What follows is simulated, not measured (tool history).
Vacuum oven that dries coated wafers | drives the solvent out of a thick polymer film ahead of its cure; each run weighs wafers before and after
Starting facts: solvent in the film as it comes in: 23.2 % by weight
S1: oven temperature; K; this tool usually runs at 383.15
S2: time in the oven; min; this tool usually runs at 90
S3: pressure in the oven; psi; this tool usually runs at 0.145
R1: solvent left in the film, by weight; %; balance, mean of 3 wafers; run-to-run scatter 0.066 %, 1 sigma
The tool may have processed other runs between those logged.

run 1 hour=0 | S1=383.15 S2=90 S3=0.145 | R1=4.96
run 2 hour=50 | S1=383.15 S2=90 S3=0.145 | R1=4.92
run 3 hour=131.3 | S1=383.15 S2=90 S3=0.145 | R1=4.99
run 4 hour=176.7 | S1=383.15 S2=90 S3=0.145 | R1=5.03
run 5 hour=234.9 | S1=383.15 S2=92 S3=0.145 | R1=4.73
-- hour=241.6 oven's thermocouples calibrated
run 6 hour=325.7 | S1=383.15 S2=60 S3=0.145 | R1=7.63
run 7 hour=369.4 | S1=385.15 S2=74 S3=0.106 | R1=5.68
run 8 hour=432.2 | S1=383.15 S2=90 S3=0.075 | R1=4.75
run 9 hour=490 | S1=394.15 S2=127 S3=0.081 | R1=1.02
run 10 hour=571.3 | S1=397.15 S2=122 S3=0.081 | R1=0.98

Here are 3 independent what-if runs from the current tool condition. What would each one return?
run A hour=648.7 | S1=388.15 S2=49 S3=0.174 | R1=?
run B hour=648.7 | S1=397.15 S2=122 S3=0.107 | R1=?
run C hour=648.7 | S1=383.15 S2=76 S3=0.145 | R1=?

run=A R1=7.76
run=B R1=1.04
run=C R1=6.4
The same runs, with their run-to-run variation unchanged, on a tool lacking any hidden condition would have given:
run=A R1=6.75
run=B R1=0.67
run=C R1=5.35
